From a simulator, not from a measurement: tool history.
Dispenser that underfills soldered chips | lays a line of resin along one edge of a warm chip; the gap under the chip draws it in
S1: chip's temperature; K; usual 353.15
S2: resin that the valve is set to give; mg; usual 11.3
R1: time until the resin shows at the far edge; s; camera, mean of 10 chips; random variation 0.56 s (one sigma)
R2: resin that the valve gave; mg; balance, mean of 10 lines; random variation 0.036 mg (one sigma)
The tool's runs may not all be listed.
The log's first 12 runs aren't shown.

At hour 141.4: new syringe of resin.
Run 13, hour 144.3: usual settings but S2 12.0 mg. Result: R1 54.2 s, R2 11.73 mg.
At hour 150.4: stage's temperature calibrated.
Run 14, hour 153.7: usual settings but S2 12.0 mg. Result: R1 76.2 s, R2 11.68 mg.
At hour 157.3: new syringe of resin.
Run 15, hour 160.8: usual settings but S1 339.15 K. Result: R1 108.3 s, R2 10.99 mg.
Run 16, hour 167.9: usual settings but S1 362.15 K. Result: R1 48.7 s, R2 10.94 mg.
At hour 171.6: new syringe of resin.
Run 17, hour 181.5: usual settings but S1 357.15 K. Result: R1 58.5 s, R2 10.87 mg.
At hour 186.1: new syringe of resin.
Run 18, hour 197.2: usual settings but S1 357.15 K. Result: R1 62.2 s, R2 10.85 mg.
At hour 200.9: new syringe of resin.
Run 19, hour 209.4: usual settings but S1 357.15 K. Result: R1 57.2 s, R2 10.80 mg.
At hour 215.8: new syringe of resin.
Run 20, hour 226.0: usual settings but S1 367.15 K, S2 12.2 mg. Result: R1 38.4 s, R2 11.55 mg.
At hour 231.3: new syringe of resin.
Run 21, hour 240.4: usual settings but S1 367.15 K, S2 12.2 mg. Result: R1 37.2 s, R2 11.49 mg.
At hour 245.9: new syringe of resin.
Run 22, hour 248.2: usual settings but S1 346.15 K, S2 13.8 mg. Result: R1 72.5 s, R2 13.00 mg.
At hour 260.4: new syringe of resin.
Run 23, hour 262.2: usual settings but S1 365.15 K, S2 10.5 mg. Result: R1 30.8 s, R2 9.86 mg.

The next listed run, before its measurement:
At hour 272.1: dispensing valve cleaned and set on the balance.
At hour 275.7: new syringe of resin.
Run 24, hour 277.0: usual settings but S1 352.15 K, S2 10.2 mg. Result: R1 ?, R2 ?.

Run 24 gave R1 55.5 s, R2 10.18 mg.
Without the tool's hidden state the same run would have given R1 51.3 s, R2 10.20 mg.
